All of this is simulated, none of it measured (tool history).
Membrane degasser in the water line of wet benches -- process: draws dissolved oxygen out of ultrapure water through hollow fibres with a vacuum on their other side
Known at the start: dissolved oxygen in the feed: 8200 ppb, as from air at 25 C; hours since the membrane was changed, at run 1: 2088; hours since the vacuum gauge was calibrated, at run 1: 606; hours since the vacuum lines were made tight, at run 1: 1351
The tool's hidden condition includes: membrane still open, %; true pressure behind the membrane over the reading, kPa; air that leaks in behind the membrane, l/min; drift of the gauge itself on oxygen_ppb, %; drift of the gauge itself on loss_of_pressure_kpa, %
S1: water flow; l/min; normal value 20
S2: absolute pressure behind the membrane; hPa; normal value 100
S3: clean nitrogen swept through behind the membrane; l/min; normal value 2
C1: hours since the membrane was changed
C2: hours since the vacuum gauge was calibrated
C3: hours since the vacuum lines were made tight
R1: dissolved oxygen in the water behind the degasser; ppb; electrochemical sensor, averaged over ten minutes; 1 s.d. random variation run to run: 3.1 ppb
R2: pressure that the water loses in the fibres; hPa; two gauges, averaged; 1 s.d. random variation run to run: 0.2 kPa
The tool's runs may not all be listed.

Run 1, day 0: usual settings; C1 2088; C2 606; C3 1351. Result: R1 316.8 ppb, R2 451.4 hPa.
Run 2, day 2.767: usual settings; C1 2155; C2 672; C3 1418. Result: R1 311.2 ppb, R2 447.8 hPa.
Run 3, day 5.004: usual settings; C1 2208; C2 726; C3 1471. Result: R1 318.6 ppb, R2 446.6 hPa.
Run 4, day 6.829: usual settings; C1 2252; C2 770; C3 1515. Result: R1 311.6 ppb, R2 446.8 hPa.
Run 5, day 8.196: usual settings but S1 16 l/min; C1 2285; C2 803; C3 1548. Result: R1 248.4 ppb, R2 353.6 hPa.
Run 6, day 10.679: usual settings but S3 1.64 l/min; C1 2345; C2 862; C3 1607. Result: R1 343.8 ppb, R2 442.9 hPa.
Run 7, day 12.079: usual settings but S2 88 hPa, S3 1.64 l/min; C1 2378; C2 896; C3 1641. Result: R1 308.8 ppb, R2 444 hPa.
Run 8, day 13.642: usual settings but S2 88 hPa, S3 1.64 l/min; C1 2416; C2 933; C3 1679. Result: R1 314 ppb, R2 441.7 hPa.
Run 9, day 15.721: usual settings; C1 2466; C2 983; C3 1728. Result: R1 311.1 ppb, R2 441.9 hPa.
Run 10, day 17.929: usual settings but S1 23 l/min; C1 2519; C2 1036; C3 1781. Result: R1 359 ppb, R2 508.6 hPa.
Run 11, day 19.188: usual settings but S3 1.62 l/min; C1 2549; C2 1066; C3 1812. Result: R1 349.9 ppb, R2 442.7 hPa.
Run 12, day 21.283: usual settings; C1 2599; C2 1117; C3 1862. Result: R1 315.4 ppb, R2 441.7 hPa.
Run 13, day 22.55: usual settings but S1 21 l/min; C1 2629; C2 1147; C3 1892. Result: R1 330.3 ppb, R2 461.3 hPa.
At day 23.946: gauge calibrated.
Run 14, day 25.404: usual settings but S1 21 l/min; C1 2698; C2 1216; C3 1961. Result: R1 330.7 ppb, R2 472.9 hPa.
Run 15, day 27.717: usual settings but S1 21 l/min; C1 2753; C2 1271; C3 2016. Result: R1 329.5 ppb, R2 473.6 hPa.
Run 16, day 28.925: usual settings but S1 21 l/min; C1 2782; C2 1300; C3 2045. Result: R1 334.2 ppb, R2 472.8 hPa.
Run 17, day 31.475: usual settings but S1 30 l/min, S3 3.96 l/min; C1 2844; C2 1361; C3 2107. Result: R1 361 ppb, R2 672.3 hPa.
Run 18, day 33.121: usual settings but S1 25 l/min, S2 144 hPa; C1 2883; C2 1401; C3 2146. Result: R1 513.3 ppb, R2 561.9 hPa.
Run 19, day 34.692: usual settings but S1 25 l/min, S2 144 hPa; C1 2921; C2 1439; C3 2184. Result: R1 516.8 ppb, R2 554 hPa.
Run 20, day 35.942: usual settings but S1 29 l/min, S2 150 hPa, S3 3.75 l/min; C1 2951; C2 1469; C3 2214. Result: R1 440.8 ppb, R2 645.4 hPa.
Run 21, day 37.317: usual settings but S1 29 l/min, S2 150 hPa, S3 3.75 l/min; C1 2984; C2 1502; C3 2247. Result: R1 452.7 ppb, R2 639.8 hPa.
Run 22, day 38.704: usual settings but S1 29 l/min, S2 150 hPa, S3 3.75 l/min; C1 3017; C2 1535; C3 2280. Result: R1 442.1 ppb, R2 643.9 hPa.
Run 23, day 40.862: usual settings but S1 21 l/min; C1 3069; C2 1587; C3 2332. Result: R1 329.4 ppb, R2 464.9 hPa.
Run 24, day 43.421: usual settings but S1 18 l/min, S3 1.8 l/min; C1 3130; C2 1648; C3 2393. Result: R1 295.7 ppb, R2 397.4 hPa.
Run 25, day 45.2: usual settings but S1 18 l/min, S3 1.8 l/min; C1 3173; C2 1691; C3 2436. Result: R1 293.4 ppb, R2 394.1 hPa.
Run 26, day 47.708: usual settings but S1 18 l/min, S3 1.8 l/min; C1 3233; C2 1751; C3 2496. Result: R1 296.4 ppb, R2 393.8 hPa.
Run 27, day 49.083: usual settings but S1 18 l/min, S3 1.8 l/min; C1 3266; C2 1784; C3 2529. Result: R1 292 ppb, R2 393 hPa.
At day 51.471: gauge calibrated.
Run 28, day 51.738: usual settings but S2 70 hPa, S3 0.85 l/min; C1 3330; C2 1848; C3 2593. Result: R1 352.7 ppb, R2 452.2 hPa.
Run 29, day 53.458: usual settings but S1 16 l/min, S2 155 hPa, S3 1.17 l/min; C1 3371; C2 1889; C3 2634. Result: R1 488.8 ppb, R2 361.4 hPa.
Run 30, day 55.571: usual settings; C1 3422; C2 1940; C3 2685. Result: R1 313.7 ppb, R2 446.1 hPa.
Run 31, day 57.217: usual settings but S3 2.07 l/min; C1 3461; C2 1979; C3 2724. Result: R1 311.9 ppb, R2 444.3 hPa.

What if the next run were any one of these 3? Each begins from the tool's condition after run 31:
Run A, day 58.408: usual settings but S1 12 l/min, S2 148 hPa, S3 3.57 l/min; C1 3490; C2 2008; C3 2753. Result: R1 ?, R2 ?.
Run B, day 58.408: usual settings but S1 19 l/min, S3 4.43 l/min; C1 3490; C2 2008; C3 2753. Result: R1 ?, R2 ?.
Run C, day 58.408: usual settings but S1 15 l/min, S3 0.91 l/min; C1 3490; C2 2008; C3 2753. Result: R1 ?, R2 ?.

run     R1     R2
  A  176.3  266.2
  B  219.2  421.2
  C  353.3  333.1
With no hidden state in the tool, these same runs would have given:
run     R1     R2
  A  175.9  267.9
  B  218.7  423.9
  C  352.8  335.2
